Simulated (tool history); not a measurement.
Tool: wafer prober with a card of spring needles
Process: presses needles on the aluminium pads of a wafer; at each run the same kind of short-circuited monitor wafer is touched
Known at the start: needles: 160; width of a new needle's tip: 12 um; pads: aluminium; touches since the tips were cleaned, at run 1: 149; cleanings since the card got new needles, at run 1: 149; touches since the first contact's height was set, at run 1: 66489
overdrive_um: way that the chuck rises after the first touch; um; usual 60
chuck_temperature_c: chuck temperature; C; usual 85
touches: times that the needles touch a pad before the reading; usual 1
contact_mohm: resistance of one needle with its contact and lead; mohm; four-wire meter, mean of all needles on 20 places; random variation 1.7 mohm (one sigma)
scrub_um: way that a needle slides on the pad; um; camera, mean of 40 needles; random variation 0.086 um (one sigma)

run	day	overdrive_um	chuck_temperature_c	touches	touches since the tips were cleaned	cleanings since the card got new needles	touches since the first contact's height was set	contact_mohm	scrub_um
1	0	60	85	1	149	149	66489	177	12.31
# day 0.383: tips cleaned on abrasive film
# day 0.762: tips cleaned on abrasive film
# day 1.242: tips cleaned on abrasive film
# day 1.717: tips cleaned on abrasive film
2	1.967	60	85	1	1423	153	77621	191	12.08
# day 2.162: tips cleaned on abrasive film
# day 2.638: tips cleaned on abrasive film
# day 3.112: tips cleaned on abrasive film
# day 3.592: tips cleaned on abrasive film
# day 3.975: tips cleaned on abrasive film
# day 4.45: tips cleaned on abrasive film
# day 4.921: tips cleaned on abrasive film
3	4.921	60	85	1	0	160	94306	176	12.21
# day 5.304: tips cleaned on abrasive film
# day 5.779: tips cleaned on abrasive film
# day 6.258: tips cleaned on abrasive film
4	6.454	60	85	1	1123	163	102980	189	11.97
# day 6.646: tips cleaned on abrasive film
# day 7.125: tips cleaned on abrasive film
# day 7.508: tips cleaned on abrasive film
# day 7.983: tips cleaned on abrasive film
# day 8.367: tips cleaned on abrasive film
# day 8.842: tips cleaned on abrasive film
# day 9.225: tips cleaned on abrasive film
5	9.317	60	85	1	518	170	119144	183	12.01
# day 9.696: tips cleaned on abrasive film
# day 10.079: tips cleaned on abrasive film
# day 10.462: tips cleaned on abrasive film
# day 10.938: tips cleaned on abrasive film
# day 11.417: tips cleaned on abrasive film
6	11.771	60	85	1	2021	175	133031	198	11.83

Run 7 comes next. What will it give?
# day 11.867: tips cleaned on abrasive film
# day 12.346: tips cleaned on abrasive film
# day 12.821: tips cleaned on abrasive film
# day 13.3: tips cleaned on abrasive film
# day 13.775: tips cleaned on abrasive film
# day 14.254: tips cleaned on abrasive film
7	14.412	60	85	1	922	181	147976	?	?

{"run 7": {"contact_mohm": 189, "scrub_um": 11.71}}
Without the tool's hidden state the same run would have given contact_mohm 171 mohm, scrub_um 12.41 um.
